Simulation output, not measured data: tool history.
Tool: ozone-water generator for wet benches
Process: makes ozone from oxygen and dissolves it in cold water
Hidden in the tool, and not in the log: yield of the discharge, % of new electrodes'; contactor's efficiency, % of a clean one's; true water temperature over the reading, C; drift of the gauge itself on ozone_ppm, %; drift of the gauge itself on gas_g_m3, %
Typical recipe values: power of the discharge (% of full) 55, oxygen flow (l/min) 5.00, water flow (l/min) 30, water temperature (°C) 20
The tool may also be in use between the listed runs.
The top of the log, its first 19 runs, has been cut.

run     day  power of the discharge (% of full)  oxygen flow (l/min)  water flow (l/min)  water temperature (°C)  hours of work since the electrodes were changed  hours of work since the contactor was cleaned  hours of work since the thermometer was calibrated  dissolved ozone (ppm)  ozone in the gas ahead of the water (g/m3)
 20  19.333                                  71                 5.00                  32                      26                                              547                                           3583                                                1275                   15.6                                       263.9
 21  20.342                                  88                 3.56                  46                      26                                              567                                           3603                                                1295                   11.3                                       370.3
 22  21.692                                  48                 5.00                  30                      15                                              594                                           3630                                                1322                   14.6                                       204.3
 23  22.383                                  55                 2.86                  30                      26                                              607                                           3644                                                1336                   12.9                                       303.4
 24  23.054                                  55                 2.62                  44                      16                                              621                                           3657                                                1349                    8.3                                       316.9
 25  23.812                                  41                 6.13                  30                      20                                              635                                           3672                                                1364                   12.3                                       162.5
 26  24.992                                  55                 2.86                  30                      22                                              659                                           3695                                                1387                   13.5                                       301.9
 27  25.629                                  51                 3.77                  36                      19                                              671                                           3708                                                1400                   11.3                                       243.9
 28  26.992                                  76                 5.00                  34                      20                                              698                                           3735                                                1427                   16.1                                       280.1
 29  27.662                                  76                 5.00                  34                      20                                              712                                           3748                                                1440                   16.3                                       276.4
 30  28.388                                  76                 5.00                  34                      20                                              726                                           3762                                                1454                   16.3                                       278.2
     28.783  -- gauge calibrated
 31  29.050                                  63                 5.00                  30                      24                                              739                                           3776                                                1467                   15.9                                       250.4
 32  30.000                                  63                 7.96                  30                      24                                              758                                           3794                                                1486                   15.7                                       195.0
 33  30.825                                  55                 4.74                  25                      20                                              774                                           3811                                                1502                   18.0                                       233.8

4 ways to go on from here, each from the tool as it stands after run 33. What would each give?
  A  31.825                                  74                 4.79                  22                      20                                              794                                           3830                                                1522                      ?                                           ?
  B  31.825                                  81                 2.52                  18                      20                                              794                                           3830                                                1522                      ?                                           ?
  C  31.825                                  92                 8.22                  25                      20                                              794                                           3830                                                1522                      ?                                           ?
  D  31.825                                  55                 5.00                  20                      20                                              794                                           3830                                                1522                      ?                                           ?

run  dissolved ozone (ppm)  ozone in the gas ahead of the water (g/m3)
  A                   25.1                                       284.1
  B                   31.1                                       427.1
  C                   26.3                                       249.0
  D                   22.4                                       227.1
What these runs would have given with no unlogged condition in the tool:
run  dissolved ozone (ppm)  ozone in the gas ahead of the water (g/m3)
  A                   25.1                                       285.1
  B                   31.1                                       428.5
  C                   26.3                                       249.8
  D                   22.4                                       227.9
